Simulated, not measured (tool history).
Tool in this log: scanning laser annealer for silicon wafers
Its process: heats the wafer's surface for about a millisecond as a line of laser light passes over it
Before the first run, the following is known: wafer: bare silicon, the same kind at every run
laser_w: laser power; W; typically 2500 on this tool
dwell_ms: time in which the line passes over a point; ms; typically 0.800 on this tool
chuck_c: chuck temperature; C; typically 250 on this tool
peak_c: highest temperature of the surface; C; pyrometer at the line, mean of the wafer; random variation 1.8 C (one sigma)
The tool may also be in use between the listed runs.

run	hour	laser_w	dwell_ms	chuck_c	peak_c
1	0.0	2500	0.800	250	955
2	18.4	2500	0.914	250	1004
3	44.2	2500	0.914	250	1004
4	71.6	2500	0.800	273	968
5	85.2	2500	0.800	273	969
6	104.7	2500	0.800	273	967
7	123.6	2500	0.800	273	963
8	141.4	2500	0.800	250	941
# hour 147.0: laser's power meter calibrated
9	160.6	2500	0.800	250	935
10	172.8	2500	0.800	250	935
11	196.7	2500	0.800	250	934
12	214.0	2500	0.800	250	931
13	231.2	2500	0.800	250	929
# hour 242.8: laser's power meter calibrated, once more
14	261.1	2500	0.800	250	933
15	278.5	2151	0.963	228	855
16	292.9	2151	0.963	228	851
17	321.5	2724	0.602	248	894
18	337.7	2500	0.845	258	954
19	363.5	2500	0.916	250	978
20	384.7	2705	0.636	276	932
21	406.5	2272	0.800	287	884
22	423.3	2325	0.928	282	945
23	449.8	2533	0.639	280	878
24	463.0	2533	0.639	280	879
# hour 486.3: window over the wafer cleaned
25	487.6	2533	0.562	280	878
26	500.4	2533	0.562	280	877
27	520.5	2466	0.800	250	944

A few steps of peak_c between consecutive runs. Split each: what settings, incoming material and random variation would produce without the hidden state, and what is left over for the hidden state, along with gauge scatter present in only one of the two compared results (measured, and without hidden state):
Hidden conditions of the tool in this case: light that passes the window, % of a clean one's; laser's true power over the reading, %; width of the line over the set one, %; drift of the gauge itself on peak_c, C.
Run 14 -> 15: laser_w 2500 -> 2151, dwell_ms 0.800 -> 0.963, chuck_c 250 -> 228. peak_c -78 C: hidden state +2, all else -80.
Run 21 -> 22: laser_w 2272 -> 2325, dwell_ms 0.800 -> 0.928, chuck_c 287 -> 282. peak_c +61 C: hidden state -6, all else +67.
Run 22 -> 23: laser_w 2325 -> 2533, dwell_ms 0.928 -> 0.639, chuck_c 282 -> 280. peak_c -67 C: hidden state +2, all else -69.
Run 24 -> 25: dwell_ms 0.639 -> 0.562, window over the wafer cleaned. peak_c -1 C: hidden state +44, all else -45.
